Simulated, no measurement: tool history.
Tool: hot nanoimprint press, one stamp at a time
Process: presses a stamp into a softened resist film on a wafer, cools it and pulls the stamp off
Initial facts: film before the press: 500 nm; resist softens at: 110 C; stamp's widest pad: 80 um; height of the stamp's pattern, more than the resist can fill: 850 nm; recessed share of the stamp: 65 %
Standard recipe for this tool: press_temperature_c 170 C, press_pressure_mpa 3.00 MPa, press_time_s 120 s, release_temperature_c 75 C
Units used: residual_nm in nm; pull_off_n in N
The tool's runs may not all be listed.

Run 1, hour 0.0: usual settings. Result: residual_nm 189.1 nm, pull_off_n 140 N.
Run 2, hour 10.1: usual settings. Result: residual_nm 189.5 nm, pull_off_n 141 N.
Run 3, hour 22.8: usual settings. Result: residual_nm 189.1 nm, pull_off_n 145 N.
Run 4, hour 31.7: usual settings. Result: residual_nm 189.1 nm, pull_off_n 143 N.
Run 5, hour 45.6: usual settings but release_temperature_c 72 C. Result: residual_nm 188.4 nm, pull_off_n 156 N.
Run 6, hour 65.1: usual settings but release_temperature_c 64 C. Result: residual_nm 188.2 nm, pull_off_n 190 N.
Run 7, hour 77.8: usual settings but press_pressure_mpa 3.23 MPa. Result: residual_nm 181.9 nm, pull_off_n 143 N.
Run 8, hour 96.0: usual settings but press_temperature_c 169 C, press_pressure_mpa 3.23 MPa. Result: residual_nm 194.9 nm, pull_off_n 148 N.
At hour 104.2: plate thermocouple calibrated.
Run 9, hour 113.9: usual settings but press_temperature_c 169 C, press_pressure_mpa 4.20 MPa. Result: residual_nm 179.2 nm, pull_off_n 149 N.
Run 10, hour 131.2: usual settings. Result: residual_nm 197.9 nm, pull_off_n 148 N.
Run 11, hour 150.1: usual settings. Result: residual_nm 197.7 nm, pull_off_n 150 N.
Run 12, hour 159.0: usual settings. Result: residual_nm 196.4 nm, pull_off_n 150 N.
Run 13, hour 174.5: usual settings. Result: residual_nm 196.8 nm, pull_off_n 150 N.
Run 14, hour 189.6: usual settings. Result: residual_nm 195.9 nm, pull_off_n 154 N.
Run 15, hour 204.7: usual settings but press_time_s 105 s. Result: residual_nm 205.0 nm, pull_off_n 150 N.
Run 16, hour 222.3: usual settings but press_time_s 90 s. Result: residual_nm 219.8 nm, pull_off_n 151 N.
At hour 233.6: stamp cleaned and given a new release coat.
Run 17, hour 245.5: usual settings but press_temperature_c 165 C, press_pressure_mpa 3.51 MPa, press_time_s 228 s, release_temperature_c 82 C. Result: residual_nm 197.2 nm, pull_off_n 113 N.
Run 18, hour 255.6: usual settings but press_temperature_c 162 C, press_pressure_mpa 2.15 MPa, press_time_s 172 s, release_temperature_c 82 C. Result: residual_nm 323.0 nm, pull_off_n 111 N.
Run 19, hour 266.5: usual settings but press_temperature_c 162 C, press_pressure_mpa 2.15 MPa, press_time_s 172 s, release_temperature_c 82 C. Result: residual_nm 323.0 nm, pull_off_n 113 N.
Run 20, hour 278.5: usual settings but press_temperature_c 182 C, press_pressure_mpa 4.18 MPa, press_time_s 149 s, release_temperature_c 70 C. Result: residual_nm 68.2 nm, pull_off_n 161 N.
Run 21, hour 297.9: usual settings but press_temperature_c 182 C, press_pressure_mpa 4.18 MPa, press_time_s 149 s, release_temperature_c 70 C. Result: residual_nm 69.1 nm, pull_off_n 161 N.
Run 22, hour 308.7: usual settings but press_temperature_c 182 C, press_pressure_mpa 4.72 MPa, press_time_s 168 s, release_temperature_c 70 C. Result: residual_nm 60.6 nm, pull_off_n 161 N.
Run 23, hour 324.5: usual settings but press_temperature_c 182 C, press_pressure_mpa 4.72 MPa, press_time_s 168 s, release_temperature_c 70 C. Result: residual_nm 60.5 nm, pull_off_n 163 N.
Run 24, hour 341.5: usual settings but press_temperature_c 182 C, press_pressure_mpa 4.72 MPa, press_time_s 168 s, release_temperature_c 70 C. Result: residual_nm 61.8 nm, pull_off_n 161 N.
Run 25, hour 356.6: usual settings but press_temperature_c 173 C, press_time_s 106 s, release_temperature_c 81 C. Result: residual_nm 167.5 nm, pull_off_n 121 N.
Run 26, hour 374.9: usual settings but press_temperature_c 161 C, press_pressure_mpa 4.39 MPa, press_time_s 132 s. Result: residual_nm 283.8 nm, pull_off_n 143 N.
Run 27, hour 385.1: usual settings but press_temperature_c 167 C, press_pressure_mpa 2.40 MPa, release_temperature_c 63 C. Result: residual_nm 258.9 nm, pull_off_n 187 N.
Run 28, hour 403.1: usual settings but press_temperature_c 167 C, press_pressure_mpa 2.40 MPa, release_temperature_c 64 C. Result: residual_nm 256.9 nm, pull_off_n 185 N.
Run 29, hour 415.4: usual settings but press_temperature_c 167 C, press_pressure_mpa 3.47 MPa, release_temperature_c 64 C. Result: residual_nm 219.9 nm, pull_off_n 190 N.
Run 30, hour 432.1: usual settings but press_temperature_c 167 C, press_pressure_mpa 3.47 MPa, release_temperature_c 64 C. Result: residual_nm 218.9 nm, pull_off_n 189 N.

Alternative continuations, all from the tool just after run 30; predict every row:
Run A, hour 440.4: usual settings but press_pressure_mpa 2.34 MPa. Result: residual_nm ?, pull_off_n ?.
Run B, hour 440.4: usual settings but press_temperature_c 163 C, press_pressure_mpa 3.47 MPa, release_temperature_c 64 C. Result: residual_nm ?, pull_off_n ?.
Run C, hour 440.4: usual settings but press_temperature_c 166 C, press_pressure_mpa 3.28 MPa, press_time_s 195 s. Result: residual_nm ?, pull_off_n ?.
Run D, hour 440.4: usual settings but press_pressure_mpa 4.59 MPa. Result: residual_nm ?, pull_off_n ?.

run  residual_nm  pull_off_n
  A        216.5         143
  B        281.7         190
  C        201.7         147
  D        157.5         144
With no hidden state in the tool, these same runs would have given:
run  residual_nm  pull_off_n
  A        219.8         137
  B        284.9         181
  C        204.3         140
  D        158.3         137
